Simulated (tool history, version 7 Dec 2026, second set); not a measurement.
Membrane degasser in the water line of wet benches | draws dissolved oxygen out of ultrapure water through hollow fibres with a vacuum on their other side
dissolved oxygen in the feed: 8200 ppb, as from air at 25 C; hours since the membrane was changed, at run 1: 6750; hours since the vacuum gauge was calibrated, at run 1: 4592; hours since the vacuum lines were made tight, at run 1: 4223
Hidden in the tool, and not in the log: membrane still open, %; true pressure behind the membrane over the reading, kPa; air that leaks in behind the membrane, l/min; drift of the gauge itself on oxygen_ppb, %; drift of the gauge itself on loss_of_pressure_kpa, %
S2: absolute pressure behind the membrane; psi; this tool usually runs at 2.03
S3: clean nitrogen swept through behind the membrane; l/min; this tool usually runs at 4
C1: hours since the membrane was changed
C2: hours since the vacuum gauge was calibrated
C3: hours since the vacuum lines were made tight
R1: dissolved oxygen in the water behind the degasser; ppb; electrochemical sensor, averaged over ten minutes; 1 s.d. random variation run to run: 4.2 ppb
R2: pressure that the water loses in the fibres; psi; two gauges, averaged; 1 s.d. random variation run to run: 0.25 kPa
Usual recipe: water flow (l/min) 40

run 1 hour=0 | water_flow_(l/min)=40 S2=2.03 S3=4 | C1=6750 C2=4592 C3=4223 | R1=449.9 R2=9.715
run 2 hour=323.7 | water_flow_(l/min)=40 S2=2.03 S3=3.45 | C1=7073 C2=4916 C3=4546 | R1=490.9 R2=9.719
run 3 hour=490.7 | water_flow_(l/min)=40 S2=2.03 S3=3.45 | C1=7240 C2=5083 C3=4713 | R1=487.4 R2=9.777
run 4 hour=816.4 | water_flow_(l/min)=40 S2=2.03 S3=3.45 | C1=7566 C2=5408 C3=5039 | R1=490.2 R2=9.726
run 5 hour=977.4 | water_flow_(l/min)=40 S2=2.03 S3=3.45 | C1=7727 C2=5569 C3=5200 | R1=492.2 R2=9.765
run 6 hour=1219.4 | water_flow_(l/min)=40 S2=2.03 S3=3.45 | C1=7969 C2=5811 C3=5442 | R1=488.6 R2=9.821
run 7 hour=1448.9 | water_flow_(l/min)=40 S2=2.03 S3=3.45 | C1=8199 C2=6041 C3=5671 | R1=492.7 R2=9.841
run 8 hour=1755.3 | water_flow_(l/min)=40 S2=2.03 S3=3.45 | C1=8505 C2=6347 C3=5978 | R1=494.6 R2=9.733
run 9 hour=2074.6 | water_flow_(l/min)=40 S2=2.03 S3=3.45 | C1=8824 C2=6667 C3=6297 | R1=490.2 R2=9.796
run 10 hour=2260.9 | water_flow_(l/min)=40 S2=2.03 S3=3.45 | C1=9011 C2=6853 C3=6484 | R1=492.8 R2=9.838
-- hour=2530.9 vacuum gauge calibrated
run 11 hour=2567.7 | water_flow_(l/min)=40 S2=2.03 S3=3.45 | C1=9317 C2=37 C3=6790 | R1=494.1 R2=9.839
run 12 hour=2794.4 | water_flow_(l/min)=40 S2=2.03 S3=3.45 | C1=9544 C2=264 C3=7017 | R1=490.2 R2=9.876
run 13 hour=2963.5 | water_flow_(l/min)=40 S2=2.03 S3=3.45 | C1=9713 C2=433 C3=7186 | R1=495.5 R2=9.876
-- hour=3234.7 seals of the vacuum lines changed
run 14 hour=3290.2 | water_flow_(l/min)=40 S2=2.03 S3=3.45 | C1=10037 C2=757 C3=56 | R1=490.1 R2=9.886
run 15 hour=3480.6 | water_flow_(l/min)=40 S2=2.03 S3=3.45 | C1=10228 C2=948 C3=246 | R1=489.2 R2=9.929
run 16 hour=3640.4 | water_flow_(l/min)=40 S2=2.71 S3=3.45 | C1=10388 C2=1108 C3=406 | R1=604.2 R2=9.926
run 17 hour=3887.9 | water_flow_(l/min)=40 S2=3.07 S3=8.93 | C1=10635 C2=1355 C3=653 | R1=410.2 R2=9.967
run 18 hour=4183.8 | water_flow_(l/min)=38 S2=3.81 S3=4 | C1=10931 C2=1651 C3=949 | R1=675.6 R2=9.439
run 19 hour=4446.6 | water_flow_(l/min)=38 S2=3.81 S3=4 | C1=11194 C2=1914 C3=1212 | R1=684.4 R2=9.484
run 20 hour=4783.5 | water_flow_(l/min)=51 S2=2.03 S3=11.77 | C1=11531 C2=2251 C3=1549 | R1=413.6 R2=12.656
run 21 hour=4998.5 | water_flow_(l/min)=37 S2=2.03 S3=10.51 | C1=11746 C2=2466 C3=1764 | R1=297.2 R2=9.294
run 22 hour=5282.8 | water_flow_(l/min)=37 S2=2.03 S3=10.51 | C1=12030 C2=2750 C3=2048 | R1=298.4 R2=9.232
run 23 hour=5575.1 | water_flow_(l/min)=37 S2=2.03 S3=10.51 | C1=12322 C2=3042 C3=2340 | R1=300 R2=9.251
-- hour=5792.4 membrane cartridge changed
run 24 hour=5884.8 | water_flow_(l/min)=37 S2=2.03 S3=10.51 | C1=92 C2=3348 C3=2646 | R1=254.6 R2=8.752
run 25 hour=6027.1 | water_flow_(l/min)=39 S2=1.35 S3=6.38 | C1=235 C2=3490 C3=2788 | R1=266.3 R2=9.149
run 26 hour=6177.9 | water_flow_(l/min)=46 S2=2.03 S3=2.09 | C1=386 C2=3641 C3=2939 | R1=700.8 R2=10.734
run 27 hour=6406.9 | water_flow_(l/min)=32 S2=3.29 S3=11.22 | C1=615 C2=3870 C3=3168 | R1=273.2 R2=7.543
run 28 hour=6626.8 | water_flow_(l/min)=32 S2=3.29 S3=11.22 | C1=834 C2=4090 C3=3388 | R1=264.4 R2=7.516
run 29 hour=6866.9 | water_flow_(l/min)=38 S2=2.03 S3=4 | C1=1075 C2=4330 C3=3628 | R1=406 R2=8.973
run 30 hour=7009 | water_flow_(l/min)=38 S2=2.03 S3=4 | C1=1217 C2=4472 C3=3770 | R1=407.9 R2=8.969
run 31 hour=7261.3 | water_flow_(l/min)=55 S2=4.55 S3=5.95 | C1=1469 C2=4724 C3=4023 | R1=819.3 R2=13.01

Here are 5 independent what-if runs from the current tool condition. What would each one return?
run A hour=7459.2 | water_flow_(l/min)=46 S2=3.06 S3=6.36 | C1=1667 C2=4922 C3=4220 | R1=? R2=?
run B hour=7459.2 | water_flow_(l/min)=40 S2=1.44 S3=3.83 | C1=1667 C2=4922 C3=4220 | R1=? R2=?
run C hour=7459.2 | water_flow_(l/min)=26 S2=2.03 S3=4.44 | C1=1667 C2=4922 C3=4220 | R1=? R2=?
run D hour=7459.2 | water_flow_(l/min)=26 S2=3.21 S3=3.05 | C1=1667 C2=4922 C3=4220 | R1=? R2=?
run E hour=7459.2 | water_flow_(l/min)=34 S2=2.83 S3=5.19 | C1=1667 C2=4922 C3=4220 | R1=? R2=?

run=A R1=522.5 R2=10.958
run=B R1=349.8 R2=9.484
run=C R1=252.2 R2=6.183
run=D R1=479.2 R2=6.179
run=E R1=402.3 R2=7.997
With no hidden state in the tool, these same runs would have given:
run=A R1=510.7 R2=10.865
run=B R1=337.9 R2=9.404
run=C R1=243.9 R2=6.132
run=D R1=467.3 R2=6.128
run=E R1=392 R2=7.929

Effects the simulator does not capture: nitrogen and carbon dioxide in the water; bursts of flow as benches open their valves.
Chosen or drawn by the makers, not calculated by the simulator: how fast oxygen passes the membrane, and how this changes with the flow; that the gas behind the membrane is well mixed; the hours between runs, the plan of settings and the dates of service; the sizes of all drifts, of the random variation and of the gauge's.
